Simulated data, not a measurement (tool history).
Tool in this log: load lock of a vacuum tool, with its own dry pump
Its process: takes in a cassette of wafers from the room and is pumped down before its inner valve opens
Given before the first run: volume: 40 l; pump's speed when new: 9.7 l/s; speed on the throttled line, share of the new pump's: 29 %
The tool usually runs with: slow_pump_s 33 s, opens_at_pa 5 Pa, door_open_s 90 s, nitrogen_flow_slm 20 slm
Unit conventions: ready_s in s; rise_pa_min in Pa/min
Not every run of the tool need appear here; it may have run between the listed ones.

run	hour	slow_pump_s	opens_at_pa	door_open_s	nitrogen_flow_slm	incoming humidity of the room's air, %	ready_s	rise_pa_min
1	0.0	33	5	90	20	42.3	67.7	0.082
2	192.2	33	5	76	20	45.1	67.8	0.077
3	322.6	33	5	90	20	47.2	67.2	0.089
4	438.3	33	5	90	20	47.0	68.6	0.096
5	532.7	33	5	92	20	45.8	68.3	0.093
6	617.7	33	5	92	20	47.7	67.4	0.095
7	711.2	31	5	92	20	44.6	66.9	0.091
8	794.9	31	5	92	20	45.2	67.4	0.096
9	929.4	31	5	92	20	46.2	66.7	0.103
10	1020.8	23	5	105	7	45.5	62.1	0.123
11	1108.6	23	8	144	21	46.1	59.4	0.122
12	1214.9	33	5	28	5	44.7	68.2	0.096
13	1399.7	33	5	28	5	41.4	68.3	0.087
14	1581.0	33	5	28	5	40.7	69.2	0.100
15	1663.0	33	5	28	5	43.9	68.5	0.103
16	1827.8	37	4	28	5	44.5	72.2	0.109
17	1916.8	37	4	28	5	46.3	71.2	0.109

Branching from run 17: 4 alternative next runs. What would each branch give?
A	2004.5	33	5	90	14	46.4	?	?
B	2004.5	39	4	216	5	46.9	?	?
C	2004.5	37	4	106	5	43.4	?	?
D	2004.5	41	6	212	20	44.4	?	?

run	ready_s	rise_pa_min
A	69.8	0.132
B	73.3	0.190
C	73.4	0.147
D	74.2	0.152
With the hidden condition removed and each run's random variation left untouched, the same runs would have given:
run	ready_s	rise_pa_min
A	65.3	0.050
B	68.8	0.106
C	68.8	0.063
D	70.0	0.068
